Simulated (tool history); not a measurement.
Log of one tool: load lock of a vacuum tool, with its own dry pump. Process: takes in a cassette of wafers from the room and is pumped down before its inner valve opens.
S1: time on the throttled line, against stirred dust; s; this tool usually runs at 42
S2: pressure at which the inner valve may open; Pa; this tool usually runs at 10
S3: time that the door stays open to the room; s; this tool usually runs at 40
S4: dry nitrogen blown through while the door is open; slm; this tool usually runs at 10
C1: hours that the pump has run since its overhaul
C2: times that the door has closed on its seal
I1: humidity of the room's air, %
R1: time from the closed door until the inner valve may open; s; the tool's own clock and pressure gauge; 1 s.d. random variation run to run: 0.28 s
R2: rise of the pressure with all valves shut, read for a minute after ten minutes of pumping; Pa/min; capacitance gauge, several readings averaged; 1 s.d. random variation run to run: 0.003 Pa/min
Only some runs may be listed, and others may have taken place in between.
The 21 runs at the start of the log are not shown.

Run 22, hour 5981.3: usual settings but S3 61 s; C1 2292; C2 4728; I1 43.2. Result: R1 68.2 s, R2 0.027 Pa/min.
Run 23, hour 6163.4: usual settings but S3 61 s; C1 2474; C2 5280; I1 43.4. Result: R1 68.1 s, R2 0.032 Pa/min.
Run 24, hour 6391.4: usual settings but S1 60 s, S2 7 Pa, S3 75 s, S4 24 slm; C1 2702; C2 5971; I1 45.8. Result: R1 85.7 s, R2 0.032 Pa/min.
Run 25, hour 6684.9: usual settings but S1 60 s, S2 7 Pa, S3 75 s, S4 24 slm; C1 2995; C2 6861; I1 41.2. Result: R1 85.7 s, R2 0.029 Pa/min.
Run 26, hour 6948.3: usual settings but S1 36 s, S2 13 Pa, S3 48 s; C1 3259; C2 7660; I1 46.1. Result: R1 61.8 s, R2 0.032 Pa/min.
Run 27, hour 7267.5: usual settings but S1 36 s, S2 13 Pa, S3 48 s; C1 3578; C2 8628; I1 47.5. Result: R1 61.5 s, R2 0.034 Pa/min.
Run 28, hour 7591.7: usual settings but S1 36 s, S2 13 Pa, S3 48 s; C1 3902; C2 9611; I1 45.8. Result: R1 61.8 s, R2 0.03 Pa/min.
Run 29, hour 7971.9: usual settings but S1 67 s, S2 13 Pa, S3 123 s, S4 35 slm; C1 4282; C2 10764; I1 44.2. Result: R1 88.4 s, R2 0.034 Pa/min.
Run 30, hour 8332.5: usual settings but S1 67 s, S2 11 Pa, S3 123 s, S4 5 slm; C1 4643; C2 11858; I1 44.6. Result: R1 89.9 s, R2 0.058 Pa/min.
Run 31, hour 8499.7: usual settings but S1 67 s, S2 11 Pa, S3 123 s, S4 5 slm; C1 4810; C2 12365; I1 47.7. Result: R1 89.8 s, R2 0.065 Pa/min.
Run 32, hour 8796.2: usual settings but S3 106 s, S4 5 slm; C1 5106; C2 13265; I1 43.3. Result: R1 68 s, R2 0.054 Pa/min.

Branching from run 32: 3 alternative next runs. What would each branch give?
Run A, hour 9133.5: usual settings but S1 76 s, S2 11 Pa, S3 28 s, S4 5 slm; C1 5444; C2 14287; I1 47. Result: R1 ?, R2 ?.
Run B, hour 9133.5: usual settings but S1 32 s; C1 5444; C2 14287; I1 43.9. Result: R1 ?, R2 ?.
Run C, hour 9133.5: usual settings but S1 34 s, S3 91 s, S4 5 slm; C1 5444; C2 14287; I1 44.7. Result: R1 ?, R2 ?.

run    R1     R2
  A  98.3  0.026
  B  58.8  0.026
  C  60.9  0.051
What these runs would have given with no unlogged condition in the tool:
run    R1     R2
  A  98.3  0.026
  B  58.8  0.025
  C  60.9  0.051
